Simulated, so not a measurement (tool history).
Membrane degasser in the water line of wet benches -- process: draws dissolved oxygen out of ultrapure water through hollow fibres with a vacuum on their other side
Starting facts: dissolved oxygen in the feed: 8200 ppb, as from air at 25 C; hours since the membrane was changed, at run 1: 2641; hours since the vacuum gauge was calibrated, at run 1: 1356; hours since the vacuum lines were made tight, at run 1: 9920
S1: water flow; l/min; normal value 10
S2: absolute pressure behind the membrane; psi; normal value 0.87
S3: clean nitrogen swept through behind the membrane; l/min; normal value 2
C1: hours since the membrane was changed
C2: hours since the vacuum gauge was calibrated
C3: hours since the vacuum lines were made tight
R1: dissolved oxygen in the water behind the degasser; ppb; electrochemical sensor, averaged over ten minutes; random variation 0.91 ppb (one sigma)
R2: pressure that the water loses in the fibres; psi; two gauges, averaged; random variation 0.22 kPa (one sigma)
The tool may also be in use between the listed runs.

run	hour	S1	S2	S3	C1	C2	C3	R1	R2
1	0	10	0.87	2	2641	1356	9920	85.1	7.662
2	157.9	10	0.87	3.93	2799	1514	10078	70.6	7.664
3	378.9	10	0.87	2.9	3020	1735	10299	75.7	7.648
4	710.7	10	0.87	2.9	3352	2067	10631	76.1	7.674
5	900.9	13	0.87	2.9	3542	2257	10821	161.3	10.009
6	1088.7	13	0.87	2.9	3730	2445	11009	165.6	10.024
7	1375.6	13	0.87	2.9	4017	2732	11296	161.9	10.04
8	1719.1	10	0.87	1.89	4360	3075	11639	88	7.738
9	2063.1	10	0.87	1.89	4704	3419	11983	88.3	7.72
10	2238.4	10	0.87	1.89	4880	3595	12158	87.8	7.72
# hour 2375.5: seals of the vacuum lines changed
11	2513.5	15	0.87	1.89	5153	3868	138	253.2	11.642
12	2695.6	15	0.87	1.89	5335	4050	320	253.2	11.68
13	3028	10	0.87	2	5667	4382	653	86.7	7.774
14	3295.2	10	0.87	1.06	5934	4650	920	115.5	7.741
15	3583	10	2.131	2	6222	4937	1208	188	7.79
16	3737.9	10	0.87	2	6377	5092	1362	86.9	7.787
# hour 3757.1: vacuum gauge calibrated
17	3984	10	0.785	1.75	6623	227	1608	81.8	7.797
18	4240.6	10	0.785	1.75	6879	483	1865	83.7	7.796
19	4505.3	7	1.342	1.58	7144	748	2129	75.2	5.468
20	4669.3	11	0.87	2	7308	912	2293	111.2	8.583
21	4936.6	11	0.87	2	7575	1179	2561	109.4	8.644
22	5129.7	6	0.702	2	7768	1373	2754	16.5	4.743
23	5410.3	6	0.702	2	8049	1653	3034	16.5	4.702
24	5578.2	6	0.702	2	8217	1821	3202	16.7	4.746
25	5794.4	7	0.911	4.47	8433	2037	3418	22.3	5.506
26	6027.7	6	1.648	2.52	8666	2271	3652	52.1	4.74
# hour 6362: gauge calibrated
27	6367.7	9	1.648	2.52	9006	2611	3992	105	6.971
28	6636.4	10	0.608	1.51	9275	2879	4260	67.7	7.652
29	6950.2	8	0.87	4	9589	3193	4574	34.2	6.129
30	7308.9	8	0.87	4	9948	3552	4933	34.9	6.221
31	7640.5	13	0.87	2	10279	3883	5265	171.4	10.07

Some steps in R2, run to run, broken into two amounts with sign: the step expected even without the hidden condition (settings, incoming material, random variation), and the rest, left for the hidden condition together with whatever gauge scatter is not in both the measured and the hidden-condition-free result:
The hidden state here: membrane still open, %; true pressure behind the membrane over the reading, kPa; air that leaks in behind the membrane, l/min; drift of the gauge itself on oxygen_ppb, %; drift of the gauge itself on loss_of_pressure_kpa, %.
Run 10 -> 11: S1 10 -> 15, seals of the vacuum lines changed. R2 +3.922 psi: hidden state +0.055, all else +3.867.
Run 12 -> 13: S1 15 -> 10, S3 1.89 -> 2. R2 -3.906 psi: hidden state -0.036, all else -3.87.
Run 19 -> 20: S1 7 -> 11, S2 1.342 -> 0.87, S3 1.58 -> 2. R2 +3.115 psi: hidden state +0.068, all else +3.047.
Run 21 -> 22: S1 11 -> 6, S2 0.87 -> 0.702. R2 -3.902 psi: hidden state -0.083, all else -3.819.
Run 26 -> 27: S1 6 -> 9, gauge calibrated. R2 +2.231 psi: hidden state -0.126, all else +2.357.

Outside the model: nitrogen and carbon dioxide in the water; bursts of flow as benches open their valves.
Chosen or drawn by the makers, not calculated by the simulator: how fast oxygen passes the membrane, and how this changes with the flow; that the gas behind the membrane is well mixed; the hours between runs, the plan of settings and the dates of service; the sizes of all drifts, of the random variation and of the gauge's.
